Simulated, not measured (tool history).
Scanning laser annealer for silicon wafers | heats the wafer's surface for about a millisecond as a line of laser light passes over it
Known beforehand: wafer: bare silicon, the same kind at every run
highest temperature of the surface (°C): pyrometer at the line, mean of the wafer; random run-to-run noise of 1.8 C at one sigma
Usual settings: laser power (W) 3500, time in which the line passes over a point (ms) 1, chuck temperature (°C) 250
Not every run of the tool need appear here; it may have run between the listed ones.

run,hour,laser power (W),time in which the line passes over a point (ms),chuck temperature (°C),highest temperature of the surface (°C)
1,0,3500,1,250,947
2,55.6,3500,1,250,946
3,82,3500,1,250,942
4,136.7,3500,0.84,250,890
5,186,3500,0.84,250,887
6,239.2,3797,1,250,990
7,273.1,3500,1,250,931
8,317.7,3500,1,250,931
9,344.4,3500,1,250,927
10,384.1,3500,1,250,927
11,419,3500,1,250,924
# hour 433.9: window over the wafer cleaned
12,465.8,3500,0.84,250,905
13,505.1,3500,0.84,249,905
14,550.3,3500,0.84,249,899
15,598.2,3500,1,250,950
16,632.1,3500,1,250,948
17,656.2,3060,1,250,867
18,703.8,3060,1,250,864
19,756.4,3060,1,250,861
20,792.2,3060,1,229,834
21,819.8,3500,0.83,250,889
22,875.6,3408,0.98,250,915
23,921.9,3408,0.86,266,896
24,973.8,3408,0.86,266,889
25,998.5,3408,0.86,266,889
26,1054.8,3108,1.17,250,900
27,1091.1,3500,0.95,287,953
# hour 1099.2: laser's power meter calibrated
# hour 1128.1: window over the wafer cleaned
28,1136,3635,0.95,245,966
29,1166,3166,0.85,266,865
30,1194.7,3001,0.7,250,774
31,1248,3001,1,240,847
# hour 1267.9: laser's power meter calibrated, once more
32,1288.8,3237,1.05,273,934
33,1323.6,3124,1.01,285,913
34,1371.9,3500,1,247,940
35,1410.8,3241,0.78,269,847
36,1453.2,3241,0.78,269,846
37,1490,3201,0.79,259,831
38,1523,3201,0.79,259,828

Run 39 comes next. What will it give?
39,1558.6,3837,0.88,250,?

{"run 39": {"highest temperature of the surface (°C)": 955}}
With the hidden condition absent and the run-to-run variation left alone, this run would have shown highest temperature of the surface (°C) 984.
